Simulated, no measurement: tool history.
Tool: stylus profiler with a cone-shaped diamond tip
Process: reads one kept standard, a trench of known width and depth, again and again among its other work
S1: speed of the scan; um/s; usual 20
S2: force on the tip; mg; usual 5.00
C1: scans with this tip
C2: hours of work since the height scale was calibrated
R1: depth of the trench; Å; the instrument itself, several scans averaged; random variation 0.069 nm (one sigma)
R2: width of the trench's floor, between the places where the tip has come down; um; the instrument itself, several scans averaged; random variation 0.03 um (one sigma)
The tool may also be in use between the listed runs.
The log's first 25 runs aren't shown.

Run 26, hour 2235.2: usual settings but S1 24 um/s, S2 9.55 mg; C1 14984; C2 1224. Result: R1 1016.2 Å, R2 48.12 um.
Run 27, hour 2289.4: usual settings but S1 6 um/s, S2 14.32 mg; C1 15366; C2 1255. Result: R1 1021.4 Å, R2 48.13 um.
Run 28, hour 2350.1: usual settings but S1 33 um/s, S2 1.87 mg; C1 15793; C2 1290. Result: R1 1003.7 Å, R2 47.95 um.
Run 29, hour 2473.0: usual settings but S1 17 um/s, S2 2.90 mg; C1 16660; C2 1361. Result: R1 1005.3 Å, R2 48.07 um.
Run 30, hour 2579.8: usual settings but S1 17 um/s, S2 2.90 mg; C1 17414; C2 1422. Result: R1 1003.9 Å, R2 47.99 um.
Run 31, hour 2632.8: usual settings but S1 14 um/s, S2 2.90 mg; C1 17788; C2 1453. Result: R1 1005.5 Å, R2 48.02 um.
Run 32, hour 2742.4: usual settings but S1 11 um/s, S2 12.64 mg; C1 18560; C2 1516. Result: R1 1019.0 Å, R2 48.04 um.
Run 33, hour 2852.2: usual settings but S1 33 um/s, S2 3.01 mg; C1 19334; C2 1579. Result: R1 1004.3 Å, R2 47.88 um.
Run 34, hour 2971.2: usual settings but S1 55 um/s, S2 3.01 mg; C1 20174; C2 1648. Result: R1 1004.0 Å, R2 47.69 um.
Run 35, hour 3033.2: usual settings but S1 55 um/s, S2 3.01 mg; C1 20611; C2 1684. Result: R1 1003.8 Å, R2 47.73 um.
Run 36, hour 3130.6: usual settings but S1 33 um/s, S2 12.06 mg; C1 21298; C2 1740. Result: R1 1016.8 Å, R2 47.95 um.
Run 37, hour 3243.0: usual settings but S1 46 um/s, S2 7.83 mg; C1 22090; C2 1804. Result: R1 1011.0 Å, R2 47.81 um.
Run 38, hour 3302.6: usual settings but S1 11 um/s, S2 1.76 mg; C1 22511; C2 1839. Result: R1 1002.1 Å, R2 47.84 um.
Run 39, hour 3355.6: usual settings but S1 9 um/s, S2 3.29 mg; C1 22885; C2 1869. Result: R1 1004.4 Å, R2 47.97 um.
Run 40, hour 3460.0: usual settings but S1 9 um/s, S2 3.29 mg; C1 23621; C2 1929. Result: R1 1005.7 Å, R2 47.85 um.
At hour 3553.9: height scale calibrated on a step standard.
Run 41, hour 3563.7: usual settings but S1 14 um/s, S2 13.55 mg; C1 24349; C2 6. Result: R1 1023.0 Å, R2 47.86 um.
Run 42, hour 3654.5: usual settings but S1 14 um/s, S2 13.55 mg; C1 24989; C2 58. Result: R1 1023.3 Å, R2 47.90 um.
Run 43, hour 3749.8: usual settings but S1 7 um/s, S2 7.04 mg; C1 25661; C2 113. Result: R1 1014.5 Å, R2 47.91 um.
Run 44, hour 3802.8: usual settings but S1 7 um/s, S2 7.04 mg; C1 26035; C2 143. Result: R1 1013.6 Å, R2 47.91 um.
Run 45, hour 3907.1: usual settings but S2 12.89 mg; C1 26770; C2 203. Result: R1 1021.3 Å, R2 47.86 um.
Run 46, hour 4026.0: usual settings but S2 9.93 mg; C1 27609; C2 272. Result: R1 1017.5 Å, R2 47.82 um.
Run 47, hour 4088.4: usual settings but S2 9.93 mg; C1 28049; C2 308. Result: R1 1017.9 Å, R2 47.79 um.

3 ways to go on from here, each from the tool as it stands after run 47. What would each give?
At hour 4127.3: new tip fitted, height scale calibrated.
Run A, hour 4153.9: usual settings but S1 18 um/s, S2 10.51 mg; C1 188; C2 15. Result: R1 ?, R2 ?.
At hour 4127.3: new tip fitted, height scale calibrated.
Run B, hour 4153.9: usual settings but S1 41 um/s, S2 9.93 mg; C1 188; C2 15. Result: R1 ?, R2 ?.
At hour 4127.3: new tip fitted, height scale calibrated.
Run C, hour 4153.9: usual settings but S1 11 um/s, S2 1.83 mg; C1 188; C2 15. Result: R1 ?, R2 ?.

run      R1     R2
  A  1019.8  48.54
  B  1018.5  48.46
  C  1005.1  48.51
Without the tool's hidden state the same runs would have given:
run      R1     R2
  A  1019.9  48.52
  B  1018.7  48.45
  C  1005.3  48.49
